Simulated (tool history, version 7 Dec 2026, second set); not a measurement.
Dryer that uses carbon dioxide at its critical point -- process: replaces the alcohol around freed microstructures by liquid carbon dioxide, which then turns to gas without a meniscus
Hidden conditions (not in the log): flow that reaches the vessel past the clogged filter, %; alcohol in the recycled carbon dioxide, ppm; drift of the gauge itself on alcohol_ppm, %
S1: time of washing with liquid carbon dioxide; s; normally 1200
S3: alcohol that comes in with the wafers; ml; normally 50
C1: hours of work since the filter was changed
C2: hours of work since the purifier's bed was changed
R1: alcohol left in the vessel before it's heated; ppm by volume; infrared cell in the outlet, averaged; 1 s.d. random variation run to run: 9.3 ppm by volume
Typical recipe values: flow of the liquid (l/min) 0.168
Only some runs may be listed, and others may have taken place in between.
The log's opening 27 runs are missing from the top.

Run 28, hour 508.5: usual settings but S1 1080 s, S3 29 ml; C1 110; C2 318. Result: R1 707 ppm by volume.
Run 29, hour 522.6: usual settings but S1 720 s; C1 118; C2 326. Result: R1 4891 ppm by volume.
Run 30, hour 534.1: usual settings but S1 1020 s, flow of the liquid (l/min) 0.136, S3 89 ml; C1 125; C2 333. Result: R1 5818 ppm by volume.
Run 31, hour 556.3: usual settings but S1 1560 s, flow of the liquid (l/min) 0.278, S3 39 ml; C1 139; C2 347. Result: R1 106 ppm by volume.
Run 32, hour 566.3: usual settings but flow of the liquid (l/min) 0.146; C1 145; C2 353. Result: R1 1444 ppm by volume.
Run 33, hour 587.4: usual settings but S1 720 s, flow of the liquid (l/min) 0.111, S3 55 ml; C1 157; C2 365. Result: R1 15872 ppm by volume.
Run 34, hour 603.5: usual settings but flow of the liquid (l/min) 0.274, S3 22 ml; C1 167; C2 375. Result: R1 139 ppm by volume.
Run 35, hour 618.9: usual settings but flow of the liquid (l/min) 0.274, S3 22 ml; C1 176; C2 384. Result: R1 147 ppm by volume.
Run 36, hour 639.2: usual settings but flow of the liquid (l/min) 0.274, S3 22 ml; C1 188; C2 396. Result: R1 143 ppm by volume.
Run 37, hour 662.9: usual settings but flow of the liquid (l/min) 0.274, S3 22 ml; C1 203; C2 411. Result: R1 150 ppm by volume.
Run 38, hour 680.3: usual settings but flow of the liquid (l/min) 0.274, S3 22 ml; C1 213; C2 421. Result: R1 155 ppm by volume.
Run 39, hour 693.2: usual settings but flow of the liquid (l/min) 0.274, S3 22 ml; C1 221; C2 429. Result: R1 147 ppm by volume.
Run 40, hour 703.8: usual settings but flow of the liquid (l/min) 0.128, S3 36 ml; C1 227; C2 435. Result: R1 1917 ppm by volume.
Run 41, hour 715.1: usual settings but flow of the liquid (l/min) 0.128, S3 36 ml; C1 234; C2 442. Result: R1 1955 ppm by volume.
Run 42, hour 734.1: usual settings but S1 1920 s, flow of the liquid (l/min) 0.138, S3 27 ml; C1 245; C2 454. Result: R1 242 ppm by volume.
Run 43, hour 752.8: usual settings but S1 1320 s, S3 23 ml; C1 257; C2 465. Result: R1 369 ppm by volume.
Run 44, hour 766.4: usual settings but S1 1320 s, S3 23 ml; C1 265; C2 473. Result: R1 375 ppm by volume.
Run 45, hour 777.8: usual settings but S1 1320 s, S3 48 ml; C1 272; C2 480. Result: R1 616 ppm by volume.
Run 46, hour 798.9: usual settings but S1 1320 s, S3 86 ml; C1 284; C2 493. Result: R1 1011 ppm by volume.

Predict each of these 5 candidate next runs independently; none follows another, all start after run 46:
Run A, hour 820.6: usual settings but S1 1620 s, flow of the liquid (l/min) 0.208; C1 297; C2 506. Result: R1 ?.
Run B, hour 820.6: usual settings but S1 1920 s, flow of the liquid (l/min) 0.126, S3 62 ml; C1 297; C2 506. Result: R1 ?.
Run C, hour 820.6: usual settings but flow of the liquid (l/min) 0.120; C1 297; C2 506. Result: R1 ?.
Run D, hour 820.6: usual settings but S1 840 s; C1 297; C2 506. Result: R1 ?.
Run E, hour 820.6: usual settings but flow of the liquid (l/min) 0.141, S3 24 ml; C1 297; C2 506. Result: R1 ?.

run    R1
  A   192
  B   597
  C  3621
  D  3540
  E  1027
Without the tool's hidden state the same runs would have given:
run    R1
  A    14
  B   263
  C  2549
  D  2496
  E   605

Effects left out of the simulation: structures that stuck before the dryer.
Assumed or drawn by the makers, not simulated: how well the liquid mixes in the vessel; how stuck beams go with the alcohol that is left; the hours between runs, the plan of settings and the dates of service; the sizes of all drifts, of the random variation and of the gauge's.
